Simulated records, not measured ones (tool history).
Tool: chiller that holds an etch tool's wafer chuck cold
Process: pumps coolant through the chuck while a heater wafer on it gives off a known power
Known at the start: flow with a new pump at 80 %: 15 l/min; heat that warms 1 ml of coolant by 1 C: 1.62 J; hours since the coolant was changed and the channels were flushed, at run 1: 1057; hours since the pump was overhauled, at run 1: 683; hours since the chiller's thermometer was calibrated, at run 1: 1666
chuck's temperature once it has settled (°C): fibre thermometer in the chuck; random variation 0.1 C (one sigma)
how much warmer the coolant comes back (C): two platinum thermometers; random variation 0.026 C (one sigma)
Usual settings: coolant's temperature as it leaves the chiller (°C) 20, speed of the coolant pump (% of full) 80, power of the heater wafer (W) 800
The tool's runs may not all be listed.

| run | hour | coolant's temperature as it leaves the chiller (°C) | speed of the coolant pump (% of full) | power of the heater wafer (W) | hours since the coolant was changed and the channels were flushed | hours since the pump was overhauled | hours since the chiller's thermometer was calibrated | chuck's temperature once it has settled (°C) | how much warmer the coolant comes back (C) |
|---|---|---|---|---|---|---|---|---|---|
| 1 | 0.0 | 20 | 80 | 800 | 1057 | 683 | 1666 | 27.8 | 1.98 |
| 2 | 91.8 | 20 | 80 | 800 | 1149 | 775 | 1758 | 27.8 | 2.00 |
| 3 | 153.6 | 20 | 80 | 800 | 1211 | 837 | 1820 | 27.6 | 2.00 |
| 4 | 243.2 | 20 | 80 | 800 | 1300 | 926 | 1909 | 27.9 | 1.99 |
| 5 | 312.1 | 20 | 80 | 800 | 1369 | 995 | 1978 | 27.8 | 1.99 |
| 6 | 362.3 | 20 | 80 | 800 | 1420 | 1046 | 2029 | 27.7 | 2.01 |
| 7 | 399.3 | 20 | 80 | 800 | 1457 | 1083 | 2066 | 27.7 | 2.00 |
| 8 | 473.6 | 20 | 80 | 800 | 1531 | 1157 | 2140 | 27.8 | 2.03 |
| 9 | 537.7 | 20 | 80 | 800 | 1595 | 1221 | 2204 | 27.7 | 2.01 |
| 10 | 586.9 | 20 | 80 | 800 | 1644 | 1270 | 2253 | 28.0 | 2.00 |
| 11 | 647.2 | 20 | 78 | 800 | 1704 | 1330 | 2313 | 28.0 | 2.08 |
| 12 | 703.9 | 15 | 80 | 800 | 1761 | 1387 | 2370 | 22.9 | 1.96 |
| 13 | 761.5 | 20 | 80 | 800 | 1819 | 1445 | 2428 | 27.8 | 2.00 |
| 14 | 834.1 | 20 | 80 | 800 | 1891 | 1517 | 2500 | 27.8 | 2.05 |
| 15 | 921.7 | 20 | 88 | 800 | 1979 | 1605 | 2588 | 27.3 | 1.82 |
| 16 | 1011.4 | 20 | 78 | 800 | 2069 | 1695 | 2678 | 28.1 | 2.09 |
| 17 | 1089.5 | 20 | 78 | 800 | 2147 | 1773 | 2756 | 28.2 | 2.04 |
| 18 | 1170.6 | 26 | 87 | 800 | 2228 | 1854 | 2837 | 33.5 | 1.85 |
| 19 | 1219.7 | 19 | 97 | 607 | 2277 | 1903 | 2886 | 24.4 | 1.25 |
| 20 | 1309.5 | 10 | 62 | 800 | 2367 | 1993 | 2976 | 19.5 | 2.65 |
| 21 | 1364.1 | 14 | 62 | 636 | 2421 | 2047 | 3030 | 21.6 | 2.11 |
| 22 | 1423.5 | 10 | 94 | 1163 | 2481 | 2107 | 3090 | 20.5 | 2.46 |
| 23 | 1482.1 | 10 | 94 | 1163 | 2539 | 2165 | 3148 | 20.4 | 2.52 |
| 24 | 1558.7 | 14 | 87 | 440 | 2616 | 2242 | 3225 | 18.3 | 1.01 |
| 25 | 1597.6 | 25 | 75 | 493 | 2655 | 2281 | 3264 | 30.3 | 1.35 |
| 26 | 1635.4 | 25 | 75 | 493 | 2693 | 2319 | 3302 | 30.4 | 1.36 |
| 27 | 1690.3 | 24 | 63 | 468 | 2747 | 2374 | 3356 | 29.8 | 1.57 |
| 28 | 1749.2 | 12 | 64 | 545 | 2806 | 2432 | 3415 | 18.6 | 1.76 |
| 29 | 1814.4 | 26 | 99 | 445 | 2872 | 2498 | 3481 | 30.1 | 0.91 |
| 30 | 1857.9 | 14 | 99 | 815 | 2915 | 2541 | 3524 | 21.3 | 1.66 |
| 31 | 1930.6 | 14 | 99 | 833 | 2988 | 2614 | 3597 | 21.2 | 1.69 |

4 ways to go on from here, each from the tool as it stands after run 31. What would each give?
| A | 2000.2 | 14 | 91 | 795 | 3057 | 2683 | 3666 | ? | ? |
| B | 2000.2 | 20 | 86 | 510 | 3057 | 2683 | 3666 | ? | ? |
| C | 2000.2 | 27 | 99 | 859 | 3057 | 2683 | 3666 | ? | ? |
| D | 2000.2 | 14 | 64 | 792 | 3057 | 2683 | 3666 | ? | ? |

| run | chuck's temperature once it has settled (°C) | how much warmer the coolant comes back (C) |
|---|---|---|
| A | 21.4 | 1.81 |
| B | 25.0 | 1.19 |
| C | 34.7 | 1.73 |
| D | 23.4 | 2.56 |
Without the tool's hidden state the same runs would have given:
| run | chuck's temperature once it has settled (°C) | how much warmer the coolant comes back (C) |
|---|---|---|
| A | 20.7 | 1.75 |
| B | 24.5 | 1.15 |
| C | 34.0 | 1.67 |
| D | 22.5 | 2.47 |

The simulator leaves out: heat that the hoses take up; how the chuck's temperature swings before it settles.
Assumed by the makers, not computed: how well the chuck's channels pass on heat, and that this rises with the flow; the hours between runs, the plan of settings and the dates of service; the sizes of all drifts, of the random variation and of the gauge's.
